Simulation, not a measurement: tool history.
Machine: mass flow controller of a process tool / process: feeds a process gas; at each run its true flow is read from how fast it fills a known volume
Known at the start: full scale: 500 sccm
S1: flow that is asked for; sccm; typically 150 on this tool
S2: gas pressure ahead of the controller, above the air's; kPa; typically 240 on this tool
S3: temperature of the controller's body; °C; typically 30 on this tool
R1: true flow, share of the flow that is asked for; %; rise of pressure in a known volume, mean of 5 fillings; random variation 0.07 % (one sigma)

Run 1, hour 0: usual settings. Result: R1 98.89 %.
Run 2, hour 418.1: usual settings but S2 142 kPa. Result: R1 99.21 %.
Run 3, hour 956: usual settings but S2 142 kPa. Result: R1 99.33 %.
Run 4, hour 1369.4: usual settings but S2 142 kPa. Result: R1 99.23 %.
Run 5, hour 1741.7: usual settings but S1 229 sccm, S2 142 kPa. Result: R1 99.72 %.
Run 6, hour 2178.1: usual settings but S1 229 sccm, S2 142 kPa. Result: R1 99.76 %.
Run 7, hour 2673.8: usual settings but S1 229 sccm, S2 142 kPa. Result: R1 99.88 %.
Run 8, hour 3010.8: usual settings but S3 21 °C. Result: R1 98.65 %.
Run 9, hour 3557.7: usual settings but S1 123 sccm. Result: R1 99.37 %.
Run 10, hour 4077.7: usual settings but S1 123 sccm. Result: R1 99.53 %.
Run 11, hour 4501.4: usual settings but S1 123 sccm. Result: R1 99.4 %.
Run 12, hour 4873.2: usual settings but S1 123 sccm. Result: R1 99.48 %.
Run 13, hour 5389.2: usual settings but S1 123 sccm. Result: R1 99.63 %.
Run 14, hour 5676.3: usual settings. Result: R1 99.62 %.
Run 15, hour 6201.9: usual settings. Result: R1 99.76 %.
Run 16, hour 6667.1: usual settings. Result: R1 99.9 %.
Run 17, hour 7024: usual settings but S3 37 °C. Result: R1 100.4 %.
Run 18, hour 7340.3: usual settings. Result: R1 99.85 %.
Run 19, hour 7654.3: usual settings. Result: R1 100.11 %.
Run 20, hour 8197.8: usual settings. Result: R1 100.09 %.
Run 21, hour 8719.7: usual settings. Result: R1 100.07 %.
Run 22, hour 9194.3: usual settings but S3 31 °C. Result: R1 100.26 %.
Run 23, hour 9529.6: usual settings but S3 31 °C. Result: R1 100.36 %.
Run 24, hour 10002.9: usual settings but S3 35 °C. Result: R1 100.65 %.
At hour 10527.2: controller's zero set anew.
Run 25, hour 10527.2: usual settings but S3 35 °C. Result: R1 100.72 %.
Run 26, hour 11037.6: usual settings but S1 322 sccm, S3 22 °C. Result: R1 100.66 %.
Run 27, hour 11333.2: usual settings but S1 322 sccm, S3 22 °C. Result: R1 100.49 %.
Run 28, hour 11720.8: usual settings but S1 91 sccm, S2 173 kPa, S3 26 °C. Result: R1 100.11 %.
Run 29, hour 12203.2: usual settings but S1 91 sccm, S2 173 kPa, S3 26 °C. Result: R1 100.18 %.
Run 30, hour 12754.9: usual settings but S2 204 kPa, S3 22 °C. Result: R1 100.07 %.
Run 31, hour 13307.1: usual settings but S1 169 sccm, S2 204 kPa, S3 26 °C. Result: R1 100.54 %.
Run 32, hour 13579: usual settings but S2 273 kPa, S3 40 °C. Result: R1 101.47 %.
Run 33, hour 14097.1: usual settings but S1 63 sccm, S2 157 kPa, S3 39 °C. Result: R1 101.4 %.
Run 34, hour 14365.8: usual settings but S2 236 kPa, S3 27 °C. Result: R1 100.74 %.
Run 35, hour 14848.2: usual settings but S1 58 sccm, S2 157 kPa, S3 26 °C. Result: R1 100.46 %.
Run 36, hour 15096: usual settings but S1 113 sccm, S2 157 kPa, S3 27 °C. Result: R1 100.84 %.
At hour 15417: gauge calibrated.
Run 37, hour 15417: usual settings but S1 146 sccm, S2 248 kPa, S3 36 °C. Result: R1 99.31 %.
Run 38, hour 15652.4: usual settings but S1 146 sccm, S2 248 kPa, S3 36 °C. Result: R1 99.34 %.
Run 39, hour 16098.3: usual settings but S1 146 sccm, S2 248 kPa, S3 36 °C. Result: R1 99.41 %.
Run 40, hour 16365.7: usual settings but S1 232 sccm, S2 208 kPa, S3 32 °C. Result: R1 99.58 %.
At hour 16872.6: controller exchanged for a calibrated one.
Run 41, hour 16920.3: usual settings but S1 208 sccm, S2 268 kPa, S3 24 °C. Result: R1 98.86 %.
Run 42, hour 17180.2: usual settings but S3 29 °C. Result: R1 99.1 %.
Run 43, hour 17469.2: usual settings but S1 218 sccm, S2 264 kPa, S3 34 °C. Result: R1 99.66 %.
Run 44, hour 17852.9: usual settings but S1 218 sccm, S2 264 kPa, S3 34 °C. Result: R1 99.81 %.
Run 45, hour 18197.4: usual settings but S1 284 sccm, S2 175 kPa, S3 25 °C. Result: R1 99.65 %.
Run 46, hour 18494.9: usual settings but S1 68 sccm, S2 196 kPa, S3 28 °C. Result: R1 98.97 %.
Run 47, hour 18792: usual settings but S2 223 kPa, S3 24 °C. Result: R1 98.97 %.
Run 48, hour 19234.9: usual settings but S1 69 sccm, S2 190 kPa, S3 21 °C. Result: R1 98.44 %.
Run 49, hour 19757.9: usual settings but S1 61 sccm, S2 212 kPa. Result: R1 99.25 %.

Forecast each of these 3 alternatives for the next run:
Run A, hour 20172.1: usual settings but S1 174 sccm, S2 184 kPa, S3 38 °C. Result: R1 ?.
Run B, hour 20172.1: usual settings but S1 231 sccm, S2 196 kPa, S3 21 °C. Result: R1 ?.
Run C, hour 20172.1: usual settings but S1 81 sccm, S3 22 °C. Result: R1 ?.

run      R1
  A  100.47
  B   99.26
  C   98.68
The same runs, with their run-to-run variation unchanged, on a tool lacking any hidden condition would have given:
run     R1
  A  99.79
  B  98.59
  C     98

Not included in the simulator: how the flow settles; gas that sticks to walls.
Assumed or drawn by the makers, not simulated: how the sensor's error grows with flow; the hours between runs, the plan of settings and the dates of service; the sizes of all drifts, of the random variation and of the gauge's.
